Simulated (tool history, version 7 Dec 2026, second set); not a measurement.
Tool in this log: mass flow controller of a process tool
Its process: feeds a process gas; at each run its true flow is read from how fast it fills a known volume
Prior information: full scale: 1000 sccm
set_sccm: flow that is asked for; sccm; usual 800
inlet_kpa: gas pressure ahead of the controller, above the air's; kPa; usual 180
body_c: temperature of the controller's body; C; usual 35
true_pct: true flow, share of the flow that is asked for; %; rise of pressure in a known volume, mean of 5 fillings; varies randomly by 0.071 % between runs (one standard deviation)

run,hour,set_sccm,inlet_kpa,body_c,true_pct
1,0.0,800,180,35,100.21
2,469.4,800,180,35,100.29
3,908.4,800,180,35,100.14
4,1256.9,800,180,35,100.03
5,1588.4,800,180,35,100.05
6,1846.9,800,180,35,99.96
7,2069.6,800,180,23,99.15
8,2297.2,800,180,35,99.93
9,2611.9,800,180,35,99.80
10,3048.3,800,180,35,99.86
11,3276.0,800,180,35,99.80
12,3687.4,800,180,35,99.82
13,4101.2,800,180,35,99.63
14,4340.1,800,260,35,100.33
15,4676.6,800,260,35,100.24
16,5106.5,800,180,35,99.69
17,5545.3,800,208,35,99.75
18,5888.7,800,208,35,99.71
19,6116.2,800,180,35,99.46
# hour 6146.3: controller exchanged for a calibrated one
20,6457.1,800,201,35,99.60
21,6850.6,800,180,35,99.27
22,7263.7,800,180,35,99.33
23,7544.9,402,180,35,98.73
24,7823.3,402,221,35,99.07
25,8256.6,419,189,27,98.18
26,8514.7,119,191,36,98.39
27,8860.0,613,267,35,99.53
28,9099.4,613,267,35,99.40
# hour 9301.5: gauge calibrated
29,9598.6,116,161,35,99.19
30,9821.5,745,197,22,99.36
31,10063.6,745,197,22,99.36
32,10348.0,432,228,27,99.36
33,10725.7,800,180,26,99.39
34,10981.5,351,180,25,98.73
35,11350.2,342,165,32,99.07
36,11629.0,550,204,33,99.56
37,11851.2,121,180,37,99.12
38,12347.4,121,180,37,99.18
39,12775.4,123,271,31,99.35
40,13215.7,123,271,31,99.28
41,13460.9,123,271,31,99.33
42,13843.2,123,271,31,99.18
43,14282.6,185,145,35,98.48
44,14500.7,240,180,35,98.76
45,14916.4,138,262,27,98.76
# hour 15121.6: controller exchanged for a calibrated one
46,15242.5,146,170,27,97.98
47,15729.1,146,170,27,98.04

Branching from run 47: 3 alternative next runs. What would each branch give?
A,16190.5,800,226,35,?
B,16190.5,147,181,31,?
C,16190.5,335,170,24,?

run,true_pct
A,99.62
B,98.18
C,97.89
With no hidden state in the tool, these same runs would have given:
run,true_pct
A,100.57
B,99.11
C,98.82
